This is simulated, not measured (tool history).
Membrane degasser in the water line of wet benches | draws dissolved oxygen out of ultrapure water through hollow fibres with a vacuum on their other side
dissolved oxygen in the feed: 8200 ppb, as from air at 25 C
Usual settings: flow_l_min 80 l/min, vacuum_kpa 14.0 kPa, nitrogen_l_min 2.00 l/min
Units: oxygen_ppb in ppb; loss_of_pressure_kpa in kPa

{"run": 1, "hour": 0.0, "flow_l_min": 80, "vacuum_kpa": 14.0, "nitrogen_l_min": 2.0, "oxygen_ppb": 1068.3, "loss_of_pressure_kpa": 49.46}
{"run": 2, "hour": 45.1, "flow_l_min": 80, "vacuum_kpa": 14.0, "nitrogen_l_min": 2.0, "oxygen_ppb": 1063.6, "loss_of_pressure_kpa": 49.53}
{"run": 3, "hour": 99.4, "flow_l_min": 80, "vacuum_kpa": 19.1, "nitrogen_l_min": 2.0, "oxygen_ppb": 1376.9, "loss_of_pressure_kpa": 49.83}
{"run": 4, "hour": 124.5, "flow_l_min": 80, "vacuum_kpa": 19.1, "nitrogen_l_min": 2.0, "oxygen_ppb": 1380.6, "loss_of_pressure_kpa": 49.76}
{"run": 5, "hour": 178.0, "flow_l_min": 80, "vacuum_kpa": 14.0, "nitrogen_l_min": 2.0, "oxygen_ppb": 1074.4, "loss_of_pressure_kpa": 49.46}
{"run": 6, "hour": 205.1, "flow_l_min": 80, "vacuum_kpa": 33.1, "nitrogen_l_min": 2.0, "oxygen_ppb": 2139.0, "loss_of_pressure_kpa": 49.49}
{"run": 7, "hour": 255.6, "flow_l_min": 80, "vacuum_kpa": 33.1, "nitrogen_l_min": 2.0, "oxygen_ppb": 2140.6, "loss_of_pressure_kpa": 49.82}
{"run": 8, "hour": 312.8, "flow_l_min": 80, "vacuum_kpa": 13.1, "nitrogen_l_min": 2.0, "oxygen_ppb": 1012.5, "loss_of_pressure_kpa": 49.95}
{"run": 9, "hour": 366.1, "flow_l_min": 90, "vacuum_kpa": 14.0, "nitrogen_l_min": 2.0, "oxygen_ppb": 1198.8, "loss_of_pressure_kpa": 56.04}
{"run": 10, "hour": 407.9, "flow_l_min": 56, "vacuum_kpa": 14.0, "nitrogen_l_min": 2.0, "oxygen_ppb": 730.2, "loss_of_pressure_kpa": 34.7}
{"run": 11, "hour": 466.4, "flow_l_min": 56, "vacuum_kpa": 14.0, "nitrogen_l_min": 2.0, "oxygen_ppb": 724.4, "loss_of_pressure_kpa": 34.71}
{"run": 12, "hour": 515.7, "flow_l_min": 92, "vacuum_kpa": 14.0, "nitrogen_l_min": 2.0, "oxygen_ppb": 1230.4, "loss_of_pressure_kpa": 57.15}
{"run": 13, "hour": 558.4, "flow_l_min": 92, "vacuum_kpa": 14.0, "nitrogen_l_min": 2.0, "oxygen_ppb": 1234.2, "loss_of_pressure_kpa": 57.51}
{"run": 14, "hour": 616.2, "flow_l_min": 92, "vacuum_kpa": 14.0, "nitrogen_l_min": 2.0, "oxygen_ppb": 1236.9, "loss_of_pressure_kpa": 57.27}
{"run": 15, "hour": 659.1, "flow_l_min": 92, "vacuum_kpa": 14.0, "nitrogen_l_min": 2.0, "oxygen_ppb": 1225.1, "loss_of_pressure_kpa": 57.43}
{"run": 16, "hour": 688.9, "flow_l_min": 92, "vacuum_kpa": 14.0, "nitrogen_l_min": 2.0, "oxygen_ppb": 1235.3, "loss_of_pressure_kpa": 57.33}
{"run": 17, "hour": 741.2, "flow_l_min": 92, "vacuum_kpa": 19.3, "nitrogen_l_min": 2.07, "oxygen_ppb": 1558.1, "loss_of_pressure_kpa": 57.33}
{"run": 18, "hour": 797.0, "flow_l_min": 92, "vacuum_kpa": 19.3, "nitrogen_l_min": 2.07, "oxygen_ppb": 1556.9, "loss_of_pressure_kpa": 57.35}
{"run": 19, "hour": 856.4, "flow_l_min": 92, "vacuum_kpa": 19.3, "nitrogen_l_min": 2.07, "oxygen_ppb": 1550.6, "loss_of_pressure_kpa": 57.04}
{"run": 20, "hour": 890.0, "flow_l_min": 92, "vacuum_kpa": 19.3, "nitrogen_l_min": 2.07, "oxygen_ppb": 1555.3, "loss_of_pressure_kpa": 57.46}
{"run": 21, "hour": 938.7, "flow_l_min": 92, "vacuum_kpa": 19.3, "nitrogen_l_min": 2.07, "oxygen_ppb": 1561.2, "loss_of_pressure_kpa": 57.84}
{"run": 22, "hour": 972.3, "flow_l_min": 92, "vacuum_kpa": 19.3, "nitrogen_l_min": 2.07, "oxygen_ppb": 1565.4, "loss_of_pressure_kpa": 57.38}

Forecast each of these 5 alternatives for the next run:
{"run": "A", "hour": 1013.7, "flow_l_min": 80, "vacuum_kpa": 14.0, "nitrogen_l_min": 1.2, "oxygen_ppb": "?", "loss_of_pressure_kpa": "?"}
{"run": "B", "hour": 1013.7, "flow_l_min": 55, "vacuum_kpa": 13.0, "nitrogen_l_min": 3.77, "oxygen_ppb": "?", "loss_of_pressure_kpa": "?"}
{"run": "C", "hour": 1013.7, "flow_l_min": 80, "vacuum_kpa": 16.3, "nitrogen_l_min": 1.21, "oxygen_ppb": "?", "loss_of_pressure_kpa": "?"}
{"run": "D", "hour": 1013.7, "flow_l_min": 54, "vacuum_kpa": 21.3, "nitrogen_l_min": 1.37, "oxygen_ppb": "?", "loss_of_pressure_kpa": "?"}
{"run": "E", "hour": 1013.7, "flow_l_min": 89, "vacuum_kpa": 18.1, "nitrogen_l_min": 1.12, "oxygen_ppb": "?", "loss_of_pressure_kpa": "?"}

run=A oxygen_ppb=1396.1 loss_of_pressure_kpa=49.99
run=B oxygen_ppb=442.2 loss_of_pressure_kpa=34.27
run=C oxygen_ppb=1586.1 loss_of_pressure_kpa=50.14
run=D oxygen_ppb=1344.7 loss_of_pressure_kpa=33.63
run=E oxygen_ppb=1969.6 loss_of_pressure_kpa=55.58
Without the tool's hidden state the same runs would have given:
run=A oxygen_ppb=1375.3 loss_of_pressure_kpa=49.40
run=B oxygen_ppb=431.7 loss_of_pressure_kpa=33.86
run=C oxygen_ppb=1566.3 loss_of_pressure_kpa=49.55
run=D oxygen_ppb=1331.9 loss_of_pressure_kpa=33.23
run=E oxygen_ppb=1948.9 loss_of_pressure_kpa=54.91

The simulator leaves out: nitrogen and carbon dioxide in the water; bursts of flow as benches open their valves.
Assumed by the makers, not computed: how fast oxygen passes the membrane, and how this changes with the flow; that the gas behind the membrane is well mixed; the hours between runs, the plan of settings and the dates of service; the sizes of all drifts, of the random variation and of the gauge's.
